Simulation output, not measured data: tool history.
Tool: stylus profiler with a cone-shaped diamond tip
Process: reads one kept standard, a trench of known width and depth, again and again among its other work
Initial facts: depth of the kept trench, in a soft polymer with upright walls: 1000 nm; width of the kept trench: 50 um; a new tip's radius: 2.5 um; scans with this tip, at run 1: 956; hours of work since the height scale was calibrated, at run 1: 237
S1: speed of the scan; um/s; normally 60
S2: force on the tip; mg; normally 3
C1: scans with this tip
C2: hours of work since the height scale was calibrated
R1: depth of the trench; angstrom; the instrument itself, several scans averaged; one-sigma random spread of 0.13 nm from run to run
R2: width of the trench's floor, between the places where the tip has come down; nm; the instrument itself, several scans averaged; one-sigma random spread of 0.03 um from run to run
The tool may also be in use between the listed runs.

| run | day | S1 | S2 | C1 | C2 | R1 | R2 |
|---|---|---|---|---|---|---|---|
| 1 | 0 | 60 | 3 | 956 | 237 | 10106.7 | 45740 |
| 2 | 1.162 | 19 | 3 | 1014 | 252 | 10105 | 45780 |
| 3 | 1.888 | 19 | 3 | 1050 | 261 | 10106.9 | 45830 |
| 4 | 3.242 | 60 | 3 | 1118 | 277 | 10106.2 | 45710 |
| 5 | 4.042 | 60 | 3 | 1159 | 287 | 10106.4 | 45700 |
| 6 | 5.25 | 60 | 4.99 | 1219 | 302 | 10152.7 | 45660 |
| 7 | 6.817 | 60 | 4.99 | 1298 | 322 | 10152.9 | 45640 |
| 8 | 8.117 | 21 | 3 | 1363 | 338 | 10101.5 | 45770 |
| 9 | 9.117 | 21 | 3 | 1414 | 351 | 10104.2 | 45720 |
| 10 | 10.317 | 21 | 3 | 1474 | 366 | 10103.7 | 45780 |
| 11 | 11.362 | 60 | 5.55 | 1526 | 379 | 10164.4 | 45610 |
| 12 | 12.821 | 27 | 1.19 | 1600 | 397 | 10050 | 45700 |
| 13 | 14.254 | 124 | 7.09 | 1671 | 415 | 10192.2 | 45490 |

What does the tool deliver on the next run?
| 14 | 15.029 | 148 | 7.09 | 1711 | 424 | ? | ? |

R1: 10192.8 angstrom
R2: 45520 nm
On a tool with no hidden condition, and with the same random variation, this run would have come out at R1 10205.5 angstrom, R2 45770 nm.

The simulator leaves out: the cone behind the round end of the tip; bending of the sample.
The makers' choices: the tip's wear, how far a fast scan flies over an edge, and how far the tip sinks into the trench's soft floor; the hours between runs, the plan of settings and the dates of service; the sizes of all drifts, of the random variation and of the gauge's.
